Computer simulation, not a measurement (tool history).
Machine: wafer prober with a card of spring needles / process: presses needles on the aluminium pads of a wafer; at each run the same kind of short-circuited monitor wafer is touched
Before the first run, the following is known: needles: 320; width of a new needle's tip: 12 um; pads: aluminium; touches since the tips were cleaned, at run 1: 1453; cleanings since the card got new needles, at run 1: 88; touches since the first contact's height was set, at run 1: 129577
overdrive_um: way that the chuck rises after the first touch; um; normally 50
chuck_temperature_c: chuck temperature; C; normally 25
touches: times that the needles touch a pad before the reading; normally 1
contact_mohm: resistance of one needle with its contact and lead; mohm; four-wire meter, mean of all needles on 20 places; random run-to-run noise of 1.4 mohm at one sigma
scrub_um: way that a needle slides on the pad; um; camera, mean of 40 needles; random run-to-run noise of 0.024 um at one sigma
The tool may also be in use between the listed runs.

| run | hour | overdrive_um | chuck_temperature_c | touches | touches since the tips were cleaned | cleanings since the card got new needles | touches since the first contact's height was set | contact_mohm | scrub_um |
|---|---|---|---|---|---|---|---|---|---|
| 1 | 0.0 | 50 | 25 | 1 | 1453 | 88 | 129577 | 168 | 13.37 |
|  | 11.2 | tips cleaned on abrasive film |
|  | 29.4 | tips cleaned on abrasive film |
| 2 | 34.7 | 50 | 39 | 1 | 1398 | 90 | 138766 | 182 | 13.08 |
|  | 47.9 | tips cleaned on abrasive film |
|  | 58.1 | height of the first contact set anew |
| 3 | 58.1 | 50 | 39 | 1 | 2645 | 91 | 0 | 192 | 13.84 |
|  | 64.5 | tips cleaned on abrasive film |
|  | 80.6 | tips cleaned on abrasive film |
|  | 97.7 | tips cleaned on abrasive film |
| 4 | 98.0 | 50 | 39 | 2 | 86 | 94 | 10553 | 139 | 13.78 |
|  | 113.5 | tips cleaned on abrasive film |
| 5 | 122.0 | 50 | 25 | 1 | 2276 | 95 | 16918 | 182 | 13.82 |
|  | 129.9 | tips cleaned on abrasive film |
|  | 135.3 | tips cleaned on abrasive film, once more |
| 6 | 141.9 | 57 | 25 | 1 | 1743 | 97 | 22155 | 168 | 15.69 |
|  | 154.8 | tips cleaned on abrasive film |
| 7 | 169.5 | 57 | 25 | 1 | 3915 | 98 | 29485 | 191 | 15.68 |
|  | 173.5 | tips cleaned on abrasive film |
|  | 189.7 | tips cleaned on abrasive film |
|  | 205.8 | tips cleaned on abrasive film |
| 8 | 205.8 | 57 | 25 | 1 | 0 | 101 | 39073 | 135 | 15.64 |
|  | 221.7 | tips cleaned on abrasive film |
| 9 | 232.8 | 50 | 31 | 1 | 2957 | 102 | 46255 | 196 | 13.70 |
|  | 241.1 | tips cleaned on abrasive film |
|  | 258.4 | tips cleaned on abrasive film |
| 10 | 265.3 | 41 | 25 | 1 | 1815 | 104 | 54844 | 209 | 11.16 |
|  | 276.4 | tips cleaned on abrasive film |
|  | 294.6 | tips cleaned on abrasive film |
| 11 | 300.6 | 41 | 25 | 1 | 1609 | 106 | 64215 | 204 | 11.13 |
|  | 310.5 | tips cleaned on abrasive film |
|  | 328.4 | tips cleaned on abrasive film |
| 12 | 340.1 | 50 | 80 | 1 | 3117 | 108 | 74671 | 213 | 13.58 |
|  | 346.8 | tips cleaned on abrasive film |
|  | 362.7 | tips cleaned on abrasive film |
|  | 382.3 | tips cleaned on abrasive film |
| 13 | 382.5 | 50 | 25 | 1 | 67 | 111 | 85904 | 144 | 13.51 |
|  | 399.5 | tips cleaned on abrasive film |
| 14 | 404.4 | 50 | 25 | 1 | 1321 | 112 | 91708 | 169 | 13.51 |
|  | 416.3 | tips cleaned on abrasive film |
| 15 | 429.4 | 50 | 25 | 1 | 3502 | 113 | 98340 | 203 | 13.49 |
|  | 432.9 | tips cleaned on abrasive film |
|  | 450.3 | tips cleaned on abrasive film |
|  | 467.5 | tips cleaned on abrasive film |
| 16 | 471.9 | 39 | 46 | 2 | 1174 | 116 | 109590 | 173 | 10.43 |
|  | 485.3 | tips cleaned on abrasive film |
|  | 501.3 | tips cleaned on abrasive film |
| 17 | 507.3 | 63 | 98 | 2 | 1593 | 118 | 118966 | 152 | 16.98 |
|  | 517.6 | tips cleaned on abrasive film |
|  | 534.9 | tips cleaned on abrasive film |
|  | 551.3 | tips cleaned on abrasive film |
| 18 | 551.3 | 40 | 48 | 2 | 0 | 121 | 130597 | 147 | 10.59 |
|  | 568.9 | tips cleaned on abrasive film |
| 19 | 574.2 | 46 | 46 | 2 | 1397 | 122 | 136673 | 163 | 12.25 |
|  | 585.4 | tips cleaned on abrasive film |
| 20 | 597.6 | 65 | 27 | 1 | 3238 | 123 | 142882 | 180 | 17.51 |
|  | 603.0 | tips cleaned on abrasive film |
|  | 608.0 | height of the first contact set anew |
|  | 620.2 | tips cleaned on abrasive film |
| 21 | 620.2 | 65 | 56 | 1 | 0 | 125 | 3212 | 138 | 18.01 |
|  | 638.2 | tips cleaned on abrasive film |
| 22 | 652.4 | 33 | 74 | 1 | 3773 | 126 | 11765 | 308 | 9.09 |
|  | 655.9 | tips cleaned on abrasive film |
|  | 672.7 | tips cleaned on abrasive film |
|  | 688.6 | tips cleaned on abrasive film |
| 23 | 692.2 | 50 | 43 | 3 | 952 | 129 | 22281 | 146 | 13.81 |
|  | 704.7 | tips cleaned on abrasive film |
|  | 722.4 | tips cleaned on abrasive film |
| 24 | 729.9 | 46 | 107 | 3 | 1983 | 131 | 32278 | 167 | 12.61 |
|  | 738.7 | tips cleaned on abrasive film |
|  | 756.2 | tips cleaned on abrasive film |
| 25 | 757.3 | 35 | 82 | 3 | 291 | 133 | 39531 | 159 | 9.54 |
|  | 773.4 | tips cleaned on abrasive film |
|  | 789.7 | tips cleaned on abrasive film |
| 26 | 792.9 | 37 | 96 | 1 | 861 | 135 | 48973 | 202 | 10.07 |
|  | 806.8 | tips cleaned on abrasive film |
|  | 825.0 | tips cleaned on abrasive film |
| 27 | 831.6 | 37 | 96 | 1 | 1757 | 137 | 59209 | 234 | 10.05 |
|  | 842.2 | tips cleaned on abrasive film |
|  | 858.7 | tips cleaned on abrasive film |
| 28 | 872.0 | 59 | 44 | 2 | 3535 | 139 | 69924 | 170 | 16.10 |
|  | 876.2 | tips cleaned on abrasive film |
|  | 892.3 | tips cleaned on abrasive film |
|  | 908.5 | tips cleaned on abrasive film |
| 29 | 915.5 | 39 | 50 | 2 | 1864 | 142 | 81444 | 189 | 10.51 |

What differs in the tool's unlogged condition from the final listed run ahead of each entry between runs to the first listed run following it?
After run 1, before run 2: tips cleaned on abrasive film (hour 11.2); tips cleaned on abrasive film (hour 29.4)
  debris on the tips, nm: 28 -> 34.6; way that the needles fall short of the set height, um: 1.62 -> 2.79; tips' diameter, um: 13.85 -> 14.39
  difference, measured minus the result without the unlogged condition, contact_mohm: +37 -> +50 mohm; scrub_um: -0.45 -> -0.78 um
After run 2, before run 3: tips cleaned on abrasive film (hour 47.9); height of the first contact set anew (hour 58.1)
  debris on the tips, nm: 34.6 -> 45.4; way that the needles fall short of the set height, um: 2.79 -> 0; tips' diameter, um: 14.39 -> 14.41
  difference, measured minus the result without the unlogged condition, contact_mohm: +50 -> +59 mohm; scrub_um: -0.78 -> +0.00 um
After run 3, before run 4: tips cleaned on abrasive film (hour 64.5); tips cleaned on abrasive film (hour 80.6); tips cleaned on abrasive film (hour 97.7)
  debris on the tips, nm: 45.4 -> 4.4; way that the needles fall short of the set height, um: 0 -> 0.19; tips' diameter, um: 14.41 -> 14.48
  difference, measured minus the result without the unlogged condition, contact_mohm: +59 -> +6 mohm; scrub_um: +0.00 -> -0.05 um
After run 4, before run 5: tips cleaned on abrasive film (hour 113.5)
  debris on the tips, nm: 4.4 -> 39.7; way that the needles fall short of the set height, um: 0.19 -> 0.24; tips' diameter, um: 14.48 -> 14.49
  difference, measured minus the result without the unlogged condition, contact_mohm: +6 -> +54 mohm; scrub_um: -0.05 -> -0.06 um
After run 5, before run 6: tips cleaned on abrasive film (hour 129.9); tips cleaned on abrasive film, once more (hour 135.3)
  debris on the tips, nm: 39.7 -> 36.9; way that the needles fall short of the set height, um: 0.24 -> 0.35; tips' diameter, um: 14.49 -> 14.53
  difference, measured minus the result without the unlogged condition, contact_mohm: +54 -> +40 mohm; scrub_um: -0.06 -> -0.10 um
After run 6, before run 7: tips cleaned on abrasive film (hour 154.8)
  debris on the tips, nm: 36.9 -> 57.9; way that the needles fall short of the set height, um: 0.35 -> 0.42; tips' diameter, um: 14.53 -> 14.56
  difference, measured minus the result without the unlogged condition, contact_mohm: +40 -> +63 mohm; scrub_um: -0.10 -> -0.11 um
After run 7, before run 8: tips cleaned on abrasive film (hour 173.5); tips cleaned on abrasive film (hour 189.7); tips cleaned on abrasive film (hour 205.8)
  debris on the tips, nm: 57.9 -> 5.6; way that the needles fall short of the set height, um: 0.42 -> 0.57; tips' diameter, um: 14.56 -> 14.61
  difference, measured minus the result without the unlogged condition, contact_mohm: +63 -> +8 mohm; scrub_um: -0.11 -> -0.16 um
After run 8, before run 9: tips cleaned on abrasive film (hour 221.7)
  debris on the tips, nm: 5.6 -> 46.7; way that the needles fall short of the set height, um: 0.57 -> 0.62; tips' diameter, um: 14.61 -> 14.63
  difference, measured minus the result without the unlogged condition, contact_mohm: +8 -> +64 mohm; scrub_um: -0.16 -> -0.17 um
After run 9, before run 10: tips cleaned on abrasive film (hour 241.1); tips cleaned on abrasive film (hour 258.4)
  debris on the tips, nm: 46.7 -> 38.8; way that the needles fall short of the set height, um: 0.62 -> 0.74; tips' diameter, um: 14.63 -> 14.67
  difference, measured minus the result without the unlogged condition, contact_mohm: +64 -> +77 mohm; scrub_um: -0.17 -> -0.21 um
After run 10, before run 11: tips cleaned on abrasive film (hour 276.4); tips cleaned on abrasive film (hour 294.6)
  debris on the tips, nm: 38.8 -> 35.8; way that the needles fall short of the set height, um: 0.74 -> 0.84; tips' diameter, um: 14.67 -> 14.7
  difference, measured minus the result without the unlogged condition, contact_mohm: +77 -> +72 mohm; scrub_um: -0.21 -> -0.23 um
After run 11, before run 12: tips cleaned on abrasive film (hour 310.5); tips cleaned on abrasive film (hour 328.4)
  debris on the tips, nm: 35.8 -> 54.4; way that the needles fall short of the set height, um: 0.84 -> 0.94; tips' diameter, um: 14.7 -> 14.74
  difference, measured minus the result without the unlogged condition, contact_mohm: +72 -> +72 mohm; scrub_um: -0.23 -> -0.26 um
After run 12, before run 13: tips cleaned on abrasive film (hour 346.8); tips cleaned on abrasive film (hour 362.7); tips cleaned on abrasive film (hour 382.3)
  debris on the tips, nm: 54.4 -> 9.2; way that the needles fall short of the set height, um: 0.94 -> 1.13; tips' diameter, um: 14.74 -> 14.8
  difference, measured minus the result without the unlogged condition, contact_mohm: +72 -> +15 mohm; scrub_um: -0.26 -> -0.32 um
After run 13, before run 14: tips cleaned on abrasive film (hour 399.5)
  debris on the tips, nm: 9.2 -> 27.8; way that the needles fall short of the set height, um: 1.13 -> 1.21; tips' diameter, um: 14.8 -> 14.83
  difference, measured minus the result without the unlogged condition, contact_mohm: +15 -> +41 mohm; scrub_um: -0.32 -> -0.34 um
After run 14, before run 15: tips cleaned on abrasive film (hour 416.3)
  debris on the tips, nm: 27.8 -> 51.8; way that the needles fall short of the set height, um: 1.21 -> 1.26; tips' diameter, um: 14.83 -> 14.85
  difference, measured minus the result without the unlogged condition, contact_mohm: +41 -> +76 mohm; scrub_um: -0.34 -> -0.35 um
After run 15, before run 16: tips cleaned on abrasive film (hour 432.9); tips cleaned on abrasive film (hour 450.3); tips cleaned on abrasive film (hour 467.5)
  debris on the tips, nm: 51.8 -> 26.7; way that the needles fall short of the set height, um: 1.26 -> 1.46; tips' diameter, um: 14.85 -> 14.92
  difference, measured minus the result without the unlogged condition, contact_mohm: +76 -> +38 mohm; scrub_um: -0.35 -> -0.40 um
After run 16, before run 17: tips cleaned on abrasive film (hour 485.3); tips cleaned on abrasive film (hour 501.3)
  debris on the tips, nm: 26.7 -> 31.5; way that the needles fall short of the set height, um: 1.46 -> 1.59; tips' diameter, um: 14.92 -> 14.97
  difference, measured minus the result without the unlogged condition, contact_mohm: +38 -> +18 mohm; scrub_um: -0.40 -> -0.44 um
After run 17, before run 18: tips cleaned on abrasive film (hour 517.6); tips cleaned on abrasive film (hour 534.9); tips cleaned on abrasive film (hour 551.3)
  debris on the tips, nm: 31.5 -> 4.9; way that the needles fall short of the set height, um: 1.59 -> 1.75; tips' diameter, um: 14.97 -> 15.02
  difference, measured minus the result without the unlogged condition, contact_mohm: +18 -> +10 mohm; scrub_um: -0.44 -> -0.49 um
After run 18, before run 19: tips cleaned on abrasive film (hour 568.9)
  debris on the tips, nm: 4.9 -> 29; way that the needles fall short of the set height, um: 1.75 -> 1.82; tips' diameter, um: 15.02 -> 15.04
  difference, measured minus the result without the unlogged condition, contact_mohm: +10 -> +31 mohm; scrub_um: -0.49 -> -0.50 um
After run 19, before run 20: tips cleaned on abrasive film (hour 585.4)
  debris on the tips, nm: 29 -> 55.4; way that the needles fall short of the set height, um: 1.82 -> 1.87; tips' diameter, um: 15.04 -> 15.06
  difference, measured minus the result without the unlogged condition, contact_mohm: +31 -> +53 mohm; scrub_um: -0.50 -> -0.52 um
After run 20, before run 21: tips cleaned on abrasive film (hour 603.0); height of the first contact set anew (hour 608.0); tips cleaned on abrasive film (hour 620.2)
  debris on the tips, nm: 55.4 -> 4.7; way that the needles fall short of the set height, um: 1.87 -> 0.06; tips' diameter, um: 15.06 -> 15.1
  difference, measured minus the result without the unlogged condition, contact_mohm: +53 -> +6 mohm; scrub_um: -0.52 -> -0.01 um
After run 21, before run 22: tips cleaned on abrasive film (hour 638.2)
  debris on the tips, nm: 4.7 -> 59.1; way that the needles fall short of the set height, um: 0.06 -> 0.13; tips' diameter, um: 15.1 -> 15.12
  difference, measured minus the result without the unlogged condition, contact_mohm: +6 -> +165 mohm; scrub_um: -0.01 -> -0.03 um
After run 22, before run 23: tips cleaned on abrasive film (hour 655.9); tips cleaned on abrasive film (hour 672.7); tips cleaned on abrasive film (hour 688.6)
  debris on the tips, nm: 59.1 -> 26.3; way that the needles fall short of the set height, um: 0.13 -> 0.31; tips' diameter, um: 15.12 -> 15.19
  difference, measured minus the result without the unlogged condition, contact_mohm: +165 -> +15 mohm; scrub_um: -0.03 -> -0.09 um
After run 23, before run 24: tips cleaned on abrasive film (hour 704.7); tips cleaned on abrasive film (hour 722.4)
  debris on the tips, nm: 26.3 -> 40.5; way that the needles fall short of the set height, um: 0.31 -> 0.44; tips' diameter, um: 15.19 -> 15.23
  difference, measured minus the result without the unlogged condition, contact_mohm: +15 -> +24 mohm; scrub_um: -0.09 -> -0.12 um
After run 24, before run 25: tips cleaned on abrasive film (hour 738.7); tips cleaned on abrasive film (hour 756.2)
  debris on the tips, nm: 40.5 -> 10.2; way that the needles fall short of the set height, um: 0.44 -> 0.58; tips' diameter, um: 15.23 -> 15.28
  difference, measured minus the result without the unlogged condition, contact_mohm: +24 -> +14 mohm; scrub_um: -0.12 -> -0.16 um
After run 25, before run 26: tips cleaned on abrasive film (hour 773.4); tips cleaned on abrasive film (hour 789.7)
  debris on the tips, nm: 10.2 -> 23.9; way that the needles fall short of the set height, um: 0.58 -> 0.68; tips' diameter, um: 15.28 -> 15.32
  difference, measured minus the result without the unlogged condition, contact_mohm: +14 -> +57 mohm; scrub_um: -0.16 -> -0.19 um
After run 26, before run 27: tips cleaned on abrasive film (hour 806.8); tips cleaned on abrasive film (hour 825.0)
  debris on the tips, nm: 23.9 -> 37.6; way that the needles fall short of the set height, um: 0.68 -> 0.79; tips' diameter, um: 15.32 -> 15.35
  difference, measured minus the result without the unlogged condition, contact_mohm: +57 -> +89 mohm; scrub_um: -0.19 -> -0.22 um
After run 27, before run 28: tips cleaned on abrasive film (hour 842.2); tips cleaned on abrasive film (hour 858.7)
  debris on the tips, nm: 37.6 -> 58.1; way that the needles fall short of the set height, um: 0.79 -> 0.9; tips' diameter, um: 15.35 -> 15.39
  difference, measured minus the result without the unlogged condition, contact_mohm: +89 -> +39 mohm; scrub_um: -0.22 -> -0.25 um
After run 28, before run 29: tips cleaned on abrasive film (hour 876.2); tips cleaned on abrasive film (hour 892.3); tips cleaned on abrasive film (hour 908.5)
  debris on the tips, nm: 58.1 -> 35.4; way that the needles fall short of the set height, um: 0.9 -> 1.06; tips' diameter, um: 15.39 -> 15.45
  difference, measured minus the result without the unlogged condition, contact_mohm: +39 -> +52 mohm; scrub_um: -0.25 -> -0.29 um
